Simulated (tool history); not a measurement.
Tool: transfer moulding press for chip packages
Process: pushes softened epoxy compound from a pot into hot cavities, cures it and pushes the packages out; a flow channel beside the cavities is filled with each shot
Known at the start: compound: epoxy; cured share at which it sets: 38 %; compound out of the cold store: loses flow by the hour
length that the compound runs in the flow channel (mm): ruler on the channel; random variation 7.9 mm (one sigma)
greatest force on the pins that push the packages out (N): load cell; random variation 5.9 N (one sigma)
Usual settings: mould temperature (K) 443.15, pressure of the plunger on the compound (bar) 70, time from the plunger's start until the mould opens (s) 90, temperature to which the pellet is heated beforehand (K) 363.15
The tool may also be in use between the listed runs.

| run | hour | mould temperature (K) | pressure of the plunger on the compound (bar) | time from the plunger's start until the mould opens (s) | temperature to which the pellet is heated beforehand (K) | incoming compound's hours out of the cold store | length that the compound runs in the flow channel (mm) | greatest force on the pins that push the packages out (N) |
|---|---|---|---|---|---|---|---|---|
| 1 | 0 | 443.15 | 70 | 90 | 363.15 | 30.9 | 836 | 219 |
| 2 | 34.7 | 443.15 | 70 | 90 | 360.15 | 31.4 | 827 | 268 |
| 3 | 70.7 | 436.15 | 70 | 90 | 360.15 | 37 | 841 | 425 |
|  | 113.9 | cavities cleaned with cleaning compound and waxed |
| 4 | 123.6 | 436.15 | 70 | 90 | 360.15 | 12.3 | 944 | 375 |
| 5 | 154.8 | 436.15 | 70 | 90 | 360.15 | 26.3 | 884 | 423 |
| 6 | 205.1 | 436.15 | 70 | 90 | 360.15 | 34.8 | 818 | 490 |
|  | 226.7 | cavities cleaned with cleaning compound and waxed |
| 7 | 278.8 | 436.15 | 70 | 90 | 360.15 | 35.8 | 803 | 437 |
|  | 338.6 | cavities cleaned with cleaning compound and waxed |
| 8 | 348.4 | 436.15 | 70 | 90 | 360.15 | 34.4 | 801 | 328 |
| 9 | 403.8 | 436.15 | 70 | 90 | 360.15 | 17.1 | 878 | 474 |
| 10 | 435.7 | 443.15 | 59.7 | 90 | 363.15 | 8.1 | 828 | 345 |
|  | 453.1 | cavities cleaned with cleaning compound and waxed |
| 11 | 499.9 | 443.15 | 70 | 90 | 363.15 | 41.6 | 743 | 269 |
|  | 565.3 | cavities cleaned with cleaning compound and waxed |
| 12 | 570 | 443.15 | 70 | 90 | 363.15 | 31.2 | 755 | 212 |
| 13 | 642.3 | 443.15 | 70 | 90 | 363.15 | 42.3 | 719 | 317 |
|  | 680.6 | cavities cleaned with cleaning compound and waxed |
| 14 | 688.8 | 443.15 | 84.3 | 90 | 363.15 | 21.6 | 875 | 225 |
| 15 | 740.3 | 442.15 | 79.8 | 90 | 363.15 | 13.1 | 882 | 309 |
|  | 749.2 | plunger's sealing rings changed |
|  | 795.5 | cavities cleaned with cleaning compound and waxed |
| 16 | 814.7 | 437.15 | 70 | 90 | 363.15 | 17.1 | 924 | 338 |
| 17 | 855.5 | 437.15 | 70 | 90 | 363.15 | 39.3 | 821 | 386 |
|  | 907 | cavities cleaned with cleaning compound and waxed |
| 18 | 922.5 | 443.15 | 60.7 | 90 | 359.15 | 30.5 | 768 | 229 |
| 19 | 977.4 | 437.15 | 70 | 83 | 363.15 | 12.1 | 930 | 546 |
|  | 1020.2 | cavities cleaned with cleaning compound and waxed |
| 20 | 1020.2 | 450.15 | 53.1 | 85 | 356.15 | 42.1 | 648 | 188 |
| 21 | 1055.8 | 440.15 | 70 | 93 | 363.15 | 26.7 | 837 | 281 |
| 22 | 1098.8 | 443.15 | 58.5 | 120 | 363.15 | 22.6 | 764 | 265 |
|  | 1133 | cavities cleaned with cleaning compound and waxed |
| 23 | 1169.9 | 443.15 | 58.5 | 120 | 363.15 | 10.1 | 811 | 227 |
| 24 | 1209.8 | 443.15 | 53.1 | 76 | 363.15 | 44.9 | 645 | 396 |
|  | 1249.9 | cavities cleaned with cleaning compound and waxed |
| 25 | 1279.3 | 443.15 | 53.1 | 76 | 363.15 | 34.7 | 669 | 332 |
| 26 | 1309.7 | 447.15 | 73.9 | 76 | 363.15 | 26.2 | 804 | 330 |
|  | 1364.2 | cavities cleaned with cleaning compound and waxed |
| 27 | 1364.2 | 446.15 | 74.3 | 90 | 363.15 | 30.7 | 792 | 182 |
| 28 | 1425.3 | 443.15 | 66.8 | 90 | 363.15 | 19.2 | 790 | 293 |

Forecast each of these 3 alternatives for the next run:
|  | 1476.5 | cavities cleaned with cleaning compound and waxed |
| A | 1476.5 | 443.15 | 55.5 | 90 | 363.15 | 29 | ? | ? |
|  | 1476.5 | cavities cleaned with cleaning compound and waxed |
| B | 1476.5 | 445.15 | 70 | 117 | 363.15 | 17.3 | ? | ? |
|  | 1476.5 | cavities cleaned with cleaning compound and waxed |
| C | 1476.5 | 443.15 | 70 | 119 | 363.15 | 32.3 | ? | ? |

| run | length that the compound runs in the flow channel (mm) | greatest force on the pins that push the packages out (N) |
|---|---|---|
| A | 682 | 215 |
| B | 820 | 176 |
| C | 743 | 190 |
Without the tool's hidden state the same runs would have given:
| run | length that the compound runs in the flow channel (mm) | greatest force on the pins that push the packages out (N) |
|---|---|---|
| A | 768 | 220 |
| B | 922 | 175 |
| C | 836 | 189 |
